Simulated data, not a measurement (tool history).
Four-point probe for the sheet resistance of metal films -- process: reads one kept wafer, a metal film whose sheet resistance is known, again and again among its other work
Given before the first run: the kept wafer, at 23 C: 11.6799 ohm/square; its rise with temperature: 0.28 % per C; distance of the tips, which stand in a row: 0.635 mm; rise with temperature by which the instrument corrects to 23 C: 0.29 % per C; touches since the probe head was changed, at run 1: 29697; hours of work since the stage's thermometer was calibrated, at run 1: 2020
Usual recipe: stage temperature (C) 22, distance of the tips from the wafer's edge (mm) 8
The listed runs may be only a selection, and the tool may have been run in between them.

run	hour	stage temperature (C)	distance of the tips from the wafer's edge (mm)	touches since the probe head was changed	hours of work since the stage's thermometer was calibrated	sheet resistance as the instrument gives it (ohm/square)
1	0	22	8	29697	2020	11.723924
2	34.5	22	6	30270	2043	11.75117
3	74.7	22	6	30938	2070	11.751143
# hour 138.6: stage's thermometer calibrated
4	138.6	22	6	31993	0	11.749095
5	217.9	34	8	33312	53	11.706353
6	293	22	63	34561	103	11.682769
7	354.8	25	8	35588	145	11.71975
8	404.6	25	8	36416	178	11.717381
9	467.5	25	8	37462	220	11.719483
10	501.4	33	8	38026	243	11.705283
11	568.3	22	8	39138	287	11.719414
12	609.6	22	8	39825	315	11.719446
13	656.3	22	8	40602	346	11.71857
14	703.3	19	8	41383	378	11.722949
15	770.6	19	8	42503	423	11.727804
16	806	19	8	43091	446	11.723996
17	853.9	19	8	43888	478	11.725243
18	905.9	21	7	44753	513	11.731072
19	986.2	28	8	46088	567	11.713616
20	1037.2	22	10	46936	601	11.70614
21	1109.7	20	9	48142	650	11.713484
22	1163.1	20	9	49029	685	11.716398
23	1201.2	21	16	49664	711	11.692896
24	1255.3	31	27	50562	747	11.67342
25	1322.5	31	27	51679	792	11.669516
26	1357.4	31	27	52260	815	11.676857
27	1435.9	29	7	53566	868	11.719543
28	1480.1	25	54	54301	897	11.673591
29	1519.4	32	58	54954	924	11.674166
30	1569.4	23	57	55786	957	11.67809
31	1649.2	24	36	57113	1010	11.683245
32	1716.3	18	21	58229	1055	11.690898
33	1794.6	26	9	59531	1108	11.707731

Forecast each of these 3 alternatives for the next run:
A	1866.9	28	49	60734	1156	?
B	1866.9	19	10	60734	1156	?
C	1866.9	30	49	60734	1156	?

run	sheet resistance as the instrument gives it (ohm/square)
A	11.671552
B	11.708031
C	11.671319
What these runs would have given with no unlogged condition in the tool:
run	sheet resistance as the instrument gives it (ohm/square)
A	11.672514
B	11.708999
C	11.67228
